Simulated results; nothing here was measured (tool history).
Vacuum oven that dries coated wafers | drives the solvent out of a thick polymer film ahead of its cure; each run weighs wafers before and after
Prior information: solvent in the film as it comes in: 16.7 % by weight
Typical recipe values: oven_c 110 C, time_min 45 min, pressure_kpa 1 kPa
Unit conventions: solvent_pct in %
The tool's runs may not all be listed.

run	day	oven_c	time_min	pressure_kpa	solvent_pct
1	0	110	45	1	1.21
2	4.608	110	26	1	2.86
3	7.454	110	26	1	2.79
4	10.779	110	26	1	2.77
5	15.808	110	45	2.26	1.92
6	18.75	121	45	1	0.51
7	21.654	110	31	1	2.14
8	24.896	110	45	1	1.23
9	29.262	110	45	1	1.2
10	31.354	110	45	1	1.18
11	34.504	110	40	1	1.45
12	37.742	110	45	1	1.21
13	40.804	110	45	1	1.25
14	43.325	110	45	1	1.2
15	46.95	110	45	3.36	2.52
16	49.6	110	45	3.36	2.54
17	54.488	110	45	3.36	2.58
18	56.625	110	45	3.36	2.55
19	61.129	110	45	3.36	2.49
20	65.404	113	32	3.77	3.03
# day 67.15: oven's thermocouples calibrated
21	70.242	113	32	3.77	3.18
22	73.658	115	45	0.52	0.71
23	77.004	110	24	1.71	3.62
24	80.5	110	39	1.71	2.05
25	83.058	119	39	2.92	1.66
26	86.233	104	23	3.31	5.97
27	89.4	104	23	3.31	5.97
28	93.583	106	42	1	1.98
29	96.071	101	62	1	1.69
30	99.396	124	33	0.94	0.73
# day 102.838: vacuum gauge cleaned of residue and calibrated
31	104.475	124	33	0.94	0.61

Below, some changes in solvent_pct between adjacent runs. For each, the amount present without the hidden state too (settings, incoming material, random variation) and the amount remaining for the hidden state with gauge scatter not shared by both compared results:
Unlogged tool condition in this case: true wafer temperature over the reading, C; true pressure over the reading, kPa; drift of the gauge itself on solvent_pct, %.
Run 20 -> 21: oven's thermocouples calibrated. solvent_pct +0.15 %: hidden state +0.19, all else -0.04.
Run 22 -> 23: oven_c 115 -> 110, time_min 45 -> 24, pressure_kpa 0.52 -> 1.71. solvent_pct +2.91 %: hidden state -0.01, all else +2.92.
Run 25 -> 26: oven_c 119 -> 104, time_min 39 -> 23, pressure_kpa 2.92 -> 3.31. solvent_pct +4.31 %: hidden state +0, all else +4.31.
Run 27 -> 28: oven_c 104 -> 106, time_min 23 -> 42, pressure_kpa 3.31 -> 1. solvent_pct -3.99 %: hidden state +0.05, all else -4.04.
Run 29 -> 30: oven_c 101 -> 124, time_min 62 -> 33, pressure_kpa 1 -> 0.94. solvent_pct -0.96 %: hidden state -0.09, all else -0.87.
Run 30 -> 31: vacuum gauge cleaned of residue and calibrated. solvent_pct -0.12 %: hidden state -0.11, all else -0.01.
